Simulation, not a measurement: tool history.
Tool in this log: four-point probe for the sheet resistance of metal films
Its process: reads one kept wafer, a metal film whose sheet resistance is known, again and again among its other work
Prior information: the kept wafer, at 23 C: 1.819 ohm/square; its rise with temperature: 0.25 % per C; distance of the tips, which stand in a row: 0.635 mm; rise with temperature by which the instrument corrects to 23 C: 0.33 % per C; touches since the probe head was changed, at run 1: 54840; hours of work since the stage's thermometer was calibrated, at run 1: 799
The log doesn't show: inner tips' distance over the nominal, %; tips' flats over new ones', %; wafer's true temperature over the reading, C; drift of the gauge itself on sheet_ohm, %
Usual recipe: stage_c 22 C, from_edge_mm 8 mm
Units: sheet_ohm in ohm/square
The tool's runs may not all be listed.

| run | hour | stage_c | from_edge_mm | touches since the probe head was changed | hours of work since the stage's thermometer was calibrated | sheet_ohm |
|---|---|---|---|---|---|---|
| 1 | 0 | 22 | 8 | 54840 | 799 | 1.848413 |
| 2 | 56.9 | 22 | 8 | 55748 | 825 | 1.849862 |
| 3 | 156 | 22 | 8 | 57329 | 871 | 1.849685 |
| 4 | 227.9 | 22 | 8 | 58476 | 904 | 1.850122 |
| 5 | 323.9 | 22 | 8 | 60007 | 948 | 1.84966 |
| 6 | 382 | 26 | 8 | 60934 | 975 | 1.845512 |
| 7 | 447.1 | 26 | 8 | 61973 | 1005 | 1.844424 |
| 8 | 489.5 | 26 | 8 | 62648 | 1025 | 1.844679 |
| 9 | 587.7 | 26 | 8 | 64215 | 1070 | 1.845503 |
| 10 | 677.7 | 26 | 8 | 65652 | 1111 | 1.845458 |
| 11 | 770.2 | 22 | 60 | 67127 | 1154 | 1.845936 |
|  | 775 | stage's thermometer calibrated |
| 12 | 863.5 | 22 | 60 | 68607 | 41 | 1.8455 |
| 13 | 956.5 | 22 | 8 | 70091 | 84 | 1.852755 |
| 14 | 1006.6 | 22 | 3 | 70891 | 107 | 1.889421 |
| 15 | 1063.3 | 18 | 5 | 71795 | 133 | 1.868505 |
| 16 | 1136.9 | 22 | 9 | 72969 | 167 | 1.8519 |
| 17 | 1211.5 | 22 | 9 | 74159 | 201 | 1.85162 |
|  | 1248 | stage's thermometer calibrated, once more |
| 18 | 1296.1 | 22 | 3 | 75500 | 22 | 1.892227 |
| 19 | 1375.7 | 22 | 3 | 76771 | 59 | 1.892049 |
| 20 | 1463.3 | 22 | 3 | 78168 | 99 | 1.892498 |
| 21 | 1546 | 28 | 5 | 79487 | 137 | 1.857012 |
| 22 | 1638.4 | 28 | 5 | 80961 | 180 | 1.856567 |
| 23 | 1721.9 | 25 | 4 | 82293 | 218 | 1.870983 |
| 24 | 1794.9 | 25 | 11 | 83459 | 252 | 1.849093 |
| 25 | 1869.5 | 30 | 8 | 84648 | 286 | 1.845072 |
| 26 | 1917.8 | 33 | 12 | 85419 | 309 | 1.837968 |
| 27 | 2003.6 | 28 | 53 | 86787 | 348 | 1.842616 |
| 28 | 2091.8 | 19 | 10 | 88195 | 389 | 1.859359 |

Consider 4 possible next runs. They are alternatives, not a sequence: every one starts from the tool as it was left by run 28. What does each give?
| A | 2136.6 | 25 | 7 | 88909 | 410 | ? |
| B | 2136.6 | 31 | 19 | 88909 | 410 | ? |
| C | 2136.6 | 34 | 10 | 88909 | 410 | ? |
| D | 2136.6 | 32 | 12 | 88909 | 410 | ? |

| run | sheet_ohm |
|---|---|
| A | 1.855322 |
| B | 1.839874 |
| C | 1.838599 |
| D | 1.839482 |
Stripped of hidden state, with their random variation kept, the same runs would have yielded:
| run | sheet_ohm |
|---|---|
| A | 1.824173 |
| B | 1.808969 |
| C | 1.807716 |
| D | 1.808585 |
